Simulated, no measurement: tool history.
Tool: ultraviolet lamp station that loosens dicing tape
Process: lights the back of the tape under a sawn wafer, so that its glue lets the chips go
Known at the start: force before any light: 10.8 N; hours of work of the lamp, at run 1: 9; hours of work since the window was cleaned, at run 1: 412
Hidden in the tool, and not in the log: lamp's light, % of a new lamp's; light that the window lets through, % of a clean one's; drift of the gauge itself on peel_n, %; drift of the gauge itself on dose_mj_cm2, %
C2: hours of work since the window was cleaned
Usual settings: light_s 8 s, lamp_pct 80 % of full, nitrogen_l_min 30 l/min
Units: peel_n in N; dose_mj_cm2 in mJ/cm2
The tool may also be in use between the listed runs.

run 1 hour=0 | light_s=8 lamp_pct=80 nitrogen_l_min=30 | hours_of_work_of_the_lamp=9 C2=412 | peel_n=1.006 dose_mj_cm2=494
run 2 hour=19.1 | light_s=8 lamp_pct=80 nitrogen_l_min=30 | hours_of_work_of_the_lamp=22 C2=425 | peel_n=1.108 dose_mj_cm2=497
run 3 hour=36.6 | light_s=8 lamp_pct=80 nitrogen_l_min=30 | hours_of_work_of_the_lamp=33 C2=437 | peel_n=1.053 dose_mj_cm2=497
run 4 hour=56.1 | light_s=8 lamp_pct=80 nitrogen_l_min=30 | hours_of_work_of_the_lamp=46 C2=450 | peel_n=1.024 dose_mj_cm2=495
run 5 hour=73.8 | light_s=8 lamp_pct=80 nitrogen_l_min=30 | hours_of_work_of_the_lamp=58 C2=462 | peel_n=1.027 dose_mj_cm2=498
run 6 hour=95 | light_s=8 lamp_pct=80 nitrogen_l_min=30 | hours_of_work_of_the_lamp=72 C2=476 | peel_n=1.041 dose_mj_cm2=493
run 7 hour=116.7 | light_s=8 lamp_pct=74 nitrogen_l_min=16 | hours_of_work_of_the_lamp=87 C2=491 | peel_n=1.734 dose_mj_cm2=453
run 8 hour=129.7 | light_s=8 lamp_pct=80 nitrogen_l_min=10 | hours_of_work_of_the_lamp=96 C2=499 | peel_n=2.013 dose_mj_cm2=495
-- hour=147.9 window cleaned of glue's vapour
run 9 hour=150.9 | light_s=8 lamp_pct=80 nitrogen_l_min=10 | hours_of_work_of_the_lamp=110 C2=2 | peel_n=1.972 dose_mj_cm2=493
run 10 hour=170.1 | light_s=5 lamp_pct=93 nitrogen_l_min=30 | hours_of_work_of_the_lamp=122 C2=15 | peel_n=1.866 dose_mj_cm2=357

Forecast each of these 3 alternatives for the next run:
run A hour=186.6 | light_s=5 lamp_pct=80 nitrogen_l_min=14 | hours_of_work_of_the_lamp=134 C2=26 | peel_n=? dose_mj_cm2=?
run B hour=186.6 | light_s=6 lamp_pct=93 nitrogen_l_min=30 | hours_of_work_of_the_lamp=134 C2=26 | peel_n=? dose_mj_cm2=?
run C hour=186.6 | light_s=8 lamp_pct=80 nitrogen_l_min=44 | hours_of_work_of_the_lamp=134 C2=26 | peel_n=? dose_mj_cm2=?

run=A peel_n=3.363 dose_mj_cm2=311
run=B peel_n=1.305 dose_mj_cm2=432
run=C peel_n=0.818 dose_mj_cm2=492
Without the tool's hidden state the same runs would have given:
run=A peel_n=3.36 dose_mj_cm2=311
run=B peel_n=1.304 dose_mj_cm2=433
run=C peel_n=0.817 dose_mj_cm2=493
